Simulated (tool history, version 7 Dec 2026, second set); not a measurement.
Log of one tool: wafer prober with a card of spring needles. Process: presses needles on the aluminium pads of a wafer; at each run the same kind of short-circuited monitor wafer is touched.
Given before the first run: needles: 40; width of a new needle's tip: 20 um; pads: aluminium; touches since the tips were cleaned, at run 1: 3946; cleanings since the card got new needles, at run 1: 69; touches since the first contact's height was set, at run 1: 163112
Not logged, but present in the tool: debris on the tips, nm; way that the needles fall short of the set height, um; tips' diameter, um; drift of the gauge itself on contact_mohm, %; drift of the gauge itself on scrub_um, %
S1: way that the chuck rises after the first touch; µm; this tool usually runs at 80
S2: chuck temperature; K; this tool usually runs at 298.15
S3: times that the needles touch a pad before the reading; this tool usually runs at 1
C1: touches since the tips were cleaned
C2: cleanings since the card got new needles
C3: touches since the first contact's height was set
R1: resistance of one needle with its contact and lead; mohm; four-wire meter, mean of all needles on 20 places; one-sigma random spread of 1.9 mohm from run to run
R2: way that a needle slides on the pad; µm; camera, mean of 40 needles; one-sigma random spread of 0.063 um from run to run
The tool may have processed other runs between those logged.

run   hour  S1      S2  S3    C1   C2      C3   R1     R2
  1    0.0  80  298.15   1  3946   69  163112  248  17.00
       1.3  -- tips cleaned on abrasive film
      10.2  -- tips cleaned on abrasive film
      18.8  -- tips cleaned on abrasive film
  2   18.8  80  298.15   3     0   72  172158  202  16.92
      26.9  -- height of the first contact set anew
      28.5  -- tips cleaned on abrasive film
  3   30.8  80  298.15   2  1080   73    1842  208  17.60
      37.9  -- tips cleaned on abrasive film
      46.6  -- tips cleaned on abrasive film
  4   50.4  80  298.15   2  1823   75   11316  214  17.66
      55.1  -- tips cleaned on abrasive film
      63.7  -- tips cleaned on abrasive film
  5   63.8  80  298.15   2    60   77   17804  202  17.59
      72.9  -- tips cleaned on abrasive film
      81.7  -- tips cleaned on abrasive film
  6   83.2  80  298.15   2   731   79   27180  207  17.51
      90.8  -- tips cleaned on abrasive film
  7   93.3  80  298.15   1  1192   80   32027  220  17.49
      99.4  -- tips cleaned on abrasive film
  8  105.1  80  298.15   2  2749   81   37747  223  17.43
     108.8  -- tips cleaned on abrasive film
     117.3  -- tips cleaned on abrasive film
  9  123.1  80  298.15   1  2864   83   46465  238  17.58
     125.9  -- tips cleaned on abrasive film
     135.1  -- tips cleaned on abrasive film
 10  137.7  80  298.15   1  1234   85   53460  217  17.38
     143.8  -- tips cleaned on abrasive film
     153.2  -- tips cleaned on abrasive film
 11  157.3  80  298.15   1  1971   87   62936  228  17.45
     162.0  -- tips cleaned on abrasive film
 12  169.6  80  298.15   1  3715   88   68892  253  17.34
     171.6  -- tips cleaned on abrasive film
     180.3  -- tips cleaned on abrasive film
 13  184.1  65  298.15   1  1870   90   75889  251  13.90
     189.0  -- tips cleaned on abrasive film
 14  194.8  65  298.15   1  2849   91   81070  267  14.02
     197.8  -- tips cleaned on abrasive film
     206.8  -- tips cleaned on abrasive film
 15  211.6  65  298.15   1  2364   93   89181  255  13.95
     215.9  -- tips cleaned on abrasive film
     225.4  -- tips cleaned on abrasive film
 16  229.1  65  298.15   1  1785   95   97605  250  13.85
     235.3  -- tips cleaned on abrasive film
     244.4  -- tips cleaned on abrasive film
 17  249.6  82  316.15   1  2530   97  107517  241  17.64
     253.3  -- tips cleaned on abrasive film
     263.0  -- tips cleaned on abrasive film
 18  268.4  84  346.15   2  2672   99  116634  231  17.97
     272.2  -- tips cleaned on abrasive film
 19  279.4  72  298.15   1  3509  100  121943  268  15.32
     280.8  -- tips cleaned on abrasive film
     290.3  -- tips cleaned on abrasive film
 20  290.3  72  298.15   1     0  102  127179  208  15.24
     299.0  -- tips cleaned on abrasive film
 21  300.5  62  359.15   2   721  103  132095  233  12.97
     308.3  -- tips cleaned on abrasive film
 22  310.7  62  359.15   2  1163  104  137033  233  13.06
     317.9  -- tips cleaned on abrasive film
 23  321.0  71  298.15   2  1483  105  142000  220  14.94
     326.9  -- tips cleaned on abrasive film
 24  331.6  71  298.15   2  2306  106  147160  228  14.91
     336.4  -- tips cleaned on abrasive film
 25  344.2  61  361.15   2  3820  107  153249  279  12.62
     346.2  -- tips cleaned on abrasive film
     355.6  -- tips cleaned on abrasive film
 26  362.0  61  361.15   2  3108  109  161836  264  12.60
     365.0  -- tips cleaned on abrasive film
     374.2  -- tips cleaned on abrasive film
 27  377.5  65  361.15   2  1632  111  169313  244  13.42
     383.5  -- tips cleaned on abrasive film
     390.1  -- height of the first contact set anew
     393.7  -- tips cleaned on abrasive film
 28  393.7  65  308.15   2     0  113    1703  207  14.42
     402.1  -- tips cleaned on abrasive film
 29  410.0  65  308.15   2  3862  114    9640  247  14.40
     411.7  -- tips cleaned on abrasive film
     420.5  -- tips cleaned on abrasive film
     428.9  -- tips cleaned on abrasive film
 30  430.6  78  313.15   2   814  117   19528  215  17.20

Alternative continuations, all from the tool just after run 30; predict every row:
     438.4  -- tips cleaned on abrasive film
  A  444.3  78  313.15   2  2886  118  26185   ?   ?
     438.4  -- tips cleaned on abrasive film
  B  444.3  78  313.15   2  2886  118  26185   ?   ?
     438.4  -- tips cleaned on abrasive film
  C  444.3  87  318.15   1  2886  118  26185   ?   ?
     438.4  -- tips cleaned on abrasive film
  D  444.3  77  313.15   2  2886  118  26185   ?   ?

run   R1     R2
  A  228  17.14
  B  230  17.29
  C  236  19.12
  D  232  17.02
Stripped of hidden state, with their random variation kept, the same runs would have yielded:
run   R1     R2
  A  199  17.29
  B  201  17.44
  C  198  19.27
  D  201  17.17
